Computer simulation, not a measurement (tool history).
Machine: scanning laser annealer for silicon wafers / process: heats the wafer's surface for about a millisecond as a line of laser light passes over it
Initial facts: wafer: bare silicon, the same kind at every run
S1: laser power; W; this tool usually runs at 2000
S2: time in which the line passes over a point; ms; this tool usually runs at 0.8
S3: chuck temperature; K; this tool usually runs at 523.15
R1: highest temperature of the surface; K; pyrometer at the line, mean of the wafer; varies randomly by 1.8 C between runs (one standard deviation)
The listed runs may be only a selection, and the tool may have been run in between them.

{"run": 1, "hour": 0.0, "S1": 2000, "S2": 0.8, "S3": 523.15, "R1": 1234.15}
{"run": 2, "hour": 31.7, "S1": 2000, "S2": 0.642, "S3": 523.15, "R1": 1150.15}
{"run": 3, "hour": 52.5, "S1": 2183, "S2": 0.8, "S3": 523.15, "R1": 1301.15}
{"run": 4, "hour": 102.1, "S1": 2183, "S2": 0.8, "S3": 523.15, "R1": 1299.15}
{"run": 5, "hour": 142.3, "S1": 2000, "S2": 0.953, "S3": 523.15, "R1": 1300.15}
{"run": 6, "hour": 183.3, "S1": 2000, "S2": 0.8, "S3": 523.15, "R1": 1229.15}
{"run": 7, "hour": 216.3, "S1": 2195, "S2": 0.8, "S3": 523.15, "R1": 1300.15}
{"run": 8, "hour": 250.4, "S1": 2195, "S2": 0.8, "S3": 523.15, "R1": 1298.15}
{"run": 9, "hour": 284.2, "S1": 2195, "S2": 0.8, "S3": 523.15, "R1": 1297.15}
{"run": 10, "hour": 308.9, "S1": 2195, "S2": 0.8, "S3": 523.15, "R1": 1300.15}
{"run": 11, "hour": 344.2, "S1": 2195, "S2": 0.8, "S3": 523.15, "R1": 1297.15}
{"run": 12, "hour": 382.9, "S1": 2195, "S2": 0.8, "S3": 523.15, "R1": 1294.15}
{"run": 13, "hour": 431.4, "S1": 2195, "S2": 0.8, "S3": 523.15, "R1": 1295.15}
{"run": 14, "hour": 469.6, "S1": 2195, "S2": 0.8, "S3": 523.15, "R1": 1297.15}
{"run": 15, "hour": 512.5, "S1": 2195, "S2": 0.8, "S3": 523.15, "R1": 1292.15}
{"run": 16, "hour": 533.5, "S1": 2000, "S2": 0.8, "S3": 559.15, "R1": 1257.15}
{"run": 17, "hour": 575.6, "S1": 1892, "S2": 0.696, "S3": 514.15, "R1": 1121.15}

For run 18, what comes out?
{"run": 18, "hour": 608.3, "S1": 1892, "S2": 0.696, "S3": 514.15, "R1": "?"}

R1: 1118.15 K
If the tool had no hidden condition, the same run with the same run-to-run variation would have returned R1 1152.15 K.
